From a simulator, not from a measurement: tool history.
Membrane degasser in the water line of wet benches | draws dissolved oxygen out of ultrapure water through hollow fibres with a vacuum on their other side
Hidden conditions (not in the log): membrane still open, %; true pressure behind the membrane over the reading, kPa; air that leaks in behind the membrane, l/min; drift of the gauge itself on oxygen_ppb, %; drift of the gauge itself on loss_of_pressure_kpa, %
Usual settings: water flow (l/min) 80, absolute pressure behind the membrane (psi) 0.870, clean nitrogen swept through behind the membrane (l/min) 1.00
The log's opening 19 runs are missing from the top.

run    hour  water flow (l/min)  absolute pressure behind the membrane (psi)  clean nitrogen swept through behind the membrane (l/min)  hours since the membrane was changed  hours since the vacuum gauge was calibrated  hours since the vacuum lines were made tight  dissolved oxygen in the water behind the degasser (ppb)  pressure that the water loses in the fibres (psi)
 20  1012.1                 113                                        0.998                                                      1.89                                  3736                                         1293                                         11375                                                    400.7                                              8.000
 21  1046.2                 113                                        0.870                                                      1.00                                  3770                                         1327                                         11409                                                    465.4                                              7.999
 22  1103.7                 113                                        0.870                                                      1.00                                  3827                                         1385                                         11466                                                    467.4                                              8.010
 23  1155.2                  80                                        1.635                                                      2.44                                  3879                                         1436                                         11518                                                    539.2                                              5.691
 24  1215.2                  80                                        0.986                                                      1.29                                  3939                                         1496                                         11578                                                    392.8                                              5.649
 25  1250.0                 108                                        0.870                                                      1.66                                  3974                                         1531                                         11612                                                    334.1                                              7.629
 26  1293.2                 108                                        0.870                                                      1.66                                  4017                                         1574                                         11656                                                    336.8                                              7.686
 27  1363.3                  97                                        1.041                                                      2.97                                  4087                                         1644                                         11726                                                    273.6                                              6.843
 28  1424.4                  97                                        1.041                                                      2.97                                  4148                                         1705                                         11787                                                    276.5                                              6.915
 29  1461.4                  79                                        1.729                                                      2.96                                  4185                                         1742                                         11824                                                    486.8                                              5.649
 30  1511.7                  95                                        0.625                                                      1.00                                  4235                                         1793                                         11874                                                    181.7                                              6.698
 31  1565.2                  95                                        0.625                                                      1.00                                  4289                                         1846                                         11928                                                    180.2                                              6.727
 32  1636.7                  89                                        1.160                                                      2.67                                  4360                                         1918                                         11999                                                    335.6                                              6.348

Below are 4 alternative next runs, each starting from the tool's condition after run 32. Predict each:
  A  1689.6                  71                                        1.052                                                      1.44                                  4413                                         1971                                         12052                                                        ?                                                  ?
  B  1689.6                  71                                        1.767                                                      2.67                                  4413                                         1971                                         12052                                                        ?                                                  ?
  C  1689.6                  49                                        1.436                                                      1.10                                  4413                                         1971                                         12052                                                        ?                                                  ?
  D  1689.6                  89                                        1.050                                                      2.99                                  4413                                         1971                                         12052                                                        ?                                                  ?

run  dissolved oxygen in the water behind the degasser (ppb)  pressure that the water loses in the fibres (psi)
  A                                                    383.1                                              5.033
  B                                                    493.7                                              4.994
  C                                                    566.5                                              3.474
  D                                                    262.0                                              6.295
Without the tool's unlogged condition, the same runs would have read:
run  dissolved oxygen in the water behind the degasser (ppb)  pressure that the water loses in the fibres (psi)
  A                                                    374.9                                              4.886
  B                                                    486.0                                              4.849
  C                                                    559.0                                              3.372
  D                                                    254.5                                              6.113

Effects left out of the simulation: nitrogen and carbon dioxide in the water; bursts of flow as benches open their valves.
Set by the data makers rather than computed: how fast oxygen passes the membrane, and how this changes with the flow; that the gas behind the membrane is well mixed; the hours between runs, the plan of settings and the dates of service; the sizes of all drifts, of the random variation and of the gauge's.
